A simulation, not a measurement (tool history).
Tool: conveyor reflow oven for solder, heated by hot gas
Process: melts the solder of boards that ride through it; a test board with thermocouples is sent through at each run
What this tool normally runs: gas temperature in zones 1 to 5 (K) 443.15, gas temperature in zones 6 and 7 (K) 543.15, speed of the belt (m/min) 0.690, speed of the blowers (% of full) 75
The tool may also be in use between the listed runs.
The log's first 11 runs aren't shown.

| run | hour | gas temperature in zones 1 to 5 (K) | gas temperature in zones 6 and 7 (K) | speed of the belt (m/min) | speed of the blowers (% of full) | hours of work since the flux was cleaned out | hours of work since the belt drive was overhauled | hours of work since the thermocouples were changed | highest temperature of the board (K) | time above the solder's melting point (s) |
|---|---|---|---|---|---|---|---|---|---|---|
| 12 | 334.5 | 443.15 | 532.15 | 0.690 | 58 | 260 | 510 | 35 | 514.75 | 32.4 |
| 13 | 360.7 | 443.15 | 532.15 | 0.690 | 58 | 279 | 529 | 54 | 515.45 | 32.3 |
| 14 | 398.4 | 443.15 | 532.15 | 0.690 | 58 | 307 | 557 | 82 | 514.85 | 32.0 |
|  | 427.0 | flux residue cleaned out of gas plates and filters |
| 15 | 439.3 | 443.15 | 532.15 | 0.690 | 58 | 9 | 583 | 108 | 516.75 | 34.1 |
| 16 | 481.4 | 443.15 | 538.15 | 0.690 | 58 | 40 | 614 | 139 | 522.35 | 37.0 |
| 17 | 520.2 | 448.15 | 538.15 | 0.598 | 58 | 68 | 642 | 167 | 526.85 | 48.2 |
| 18 | 539.1 | 448.15 | 538.15 | 0.598 | 65 | 82 | 656 | 181 | 528.35 | 48.8 |
| 19 | 569.6 | 433.15 | 544.15 | 0.690 | 75 | 104 | 678 | 203 | 528.65 | 38.5 |
| 20 | 611.7 | 455.15 | 543.15 | 0.690 | 75 | 135 | 709 | 234 | 530.65 | 44.7 |
| 21 | 629.1 | 455.15 | 543.15 | 0.690 | 75 | 148 | 722 | 247 | 531.05 | 44.4 |
| 22 | 662.8 | 455.15 | 541.15 | 0.809 | 75 | 172 | 747 | 271 | 523.85 | 35.0 |
| 23 | 696.8 | 430.15 | 543.15 | 0.690 | 66 | 197 | 771 | 296 | 525.45 | 36.0 |

Run 24 comes next. What will it give?
| 24 | 717.3 | 443.15 | 543.15 | 0.653 | 84 | 212 | 786 | 311 | ? | ? |

highest temperature of the board (K): 531.15
time above the solder's melting point (s): 44.8
With no hidden state in the tool, this same run would have given highest temperature of the board (K) 532.35, time above the solder's melting point (s) 44.7.
